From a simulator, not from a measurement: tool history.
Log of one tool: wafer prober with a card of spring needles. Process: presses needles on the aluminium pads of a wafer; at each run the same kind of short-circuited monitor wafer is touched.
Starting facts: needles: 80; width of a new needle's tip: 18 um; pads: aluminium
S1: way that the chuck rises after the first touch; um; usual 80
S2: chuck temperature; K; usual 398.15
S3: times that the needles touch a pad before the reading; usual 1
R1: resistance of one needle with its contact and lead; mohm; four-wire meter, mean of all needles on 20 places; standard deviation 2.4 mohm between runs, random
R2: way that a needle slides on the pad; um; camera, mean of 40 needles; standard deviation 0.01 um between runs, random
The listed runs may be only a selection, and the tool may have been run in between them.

run	hour	S1	S2	S3	R1	R2
1	0	80	398.15	1	298	21.04
# hour 13.1: tips cleaned on abrasive film
2	18	80	398.15	1	290	21
# hour 32.5: tips cleaned on abrasive film
3	39	80	398.15	1	291	20.97
4	50.8	80	398.15	1	305	20.99
# hour 52.3: tips cleaned on abrasive film
# hour 71.5: tips cleaned on abrasive film
# hour 75.3: height of the first contact set anew
5	76.3	80	398.15	3	282	21.06
# hour 90.8: tips cleaned on abrasive film
6	103.9	80	398.15	3	284	21.07
# hour 111: tips cleaned on abrasive film
7	124.2	80	398.15	3	284	21.07
# hour 130.5: tips cleaned on abrasive film
8	137.1	80	308.15	1	271	21.03
# hour 150.5: tips cleaned on abrasive film
9	153.7	80	308.15	1	265	21.03
# hour 169.7: tips cleaned on abrasive film
10	172.2	80	398.15	1	290	21.01
11	183.6	80	398.15	1	301	21.02
# hour 189.3: tips cleaned on abrasive film
12	199.1	80	398.15	2	296	21.02
# hour 207.9: tips cleaned on abrasive film
13	221.1	80	398.15	2	292	20.99
# hour 227.5: tips cleaned on abrasive film
14	235.1	80	398.15	2	289	20.98
# hour 247.5: tips cleaned on abrasive film
# hour 252.1: height of the first contact set anew
15	260.4	80	398.15	2	290	21.08
# hour 266.4: tips cleaned on abrasive film
16	276.7	80	398.15	2	292	21.04
# hour 285.5: tips cleaned on abrasive film
17	299.4	80	398.15	2	294	21.06
# hour 304.8: tips cleaned on abrasive film
18	311	100	398.15	2	283	26.3
# hour 324.1: tips cleaned on abrasive film
19	324.6	100	398.15	2	275	26.28
# hour 343.6: tips cleaned on abrasive film
20	348.1	100	384.15	1	279	26.29
# hour 363.2: tips cleaned on abrasive film
21	367.9	80	314.15	1	271	21.01
# hour 382.5: tips cleaned on abrasive film
22	386.5	80	374.15	3	275	20.99
# hour 402: tips cleaned on abrasive film
23	402	74	398.15	2	276	19.39
24	419	74	398.15	2	296	19.39
# hour 420.7: tips cleaned on abrasive film
# hour 428.1: height of the first contact set anew
# hour 441.6: tips cleaned on abrasive film
25	445.1	74	398.15	2	280	19.48
# hour 462.4: tips cleaned on abrasive film
26	468.7	85	335.15	1	277	22.37
# hour 482.1: tips cleaned on abrasive film
27	487.7	93	341.15	1	279	24.45
# hour 501.4: tips cleaned on abrasive film
28	513.7	93	341.15	1	284	24.42
# hour 521: tips cleaned on abrasive film
29	529.6	62	341.15	1	302	16.26
# hour 540.8: tips cleaned on abrasive film
30	550.6	62	341.15	1	295	16.26
# hour 560.5: tips cleaned on abrasive film
31	562.7	62	341.15	1	275	16.23
32	576.3	61	341.15	1	304	15.96

Forecast each of these 3 alternatives for the next run:
# hour 579.3: tips cleaned on abrasive film
A	594.8	93	307.15	1	?	?
# hour 579.3: tips cleaned on abrasive film
B	594.8	61	341.15	1	?	?
# hour 579.3: tips cleaned on abrasive film
C	594.8	86	318.15	1	?	?

run	R1	R2
A	279	24.4
B	306	15.95
C	283	22.54
Without the tool's hidden state the same runs would have given:
run	R1	R2
A	253	24.51
B	259	16.06
C	254	22.64
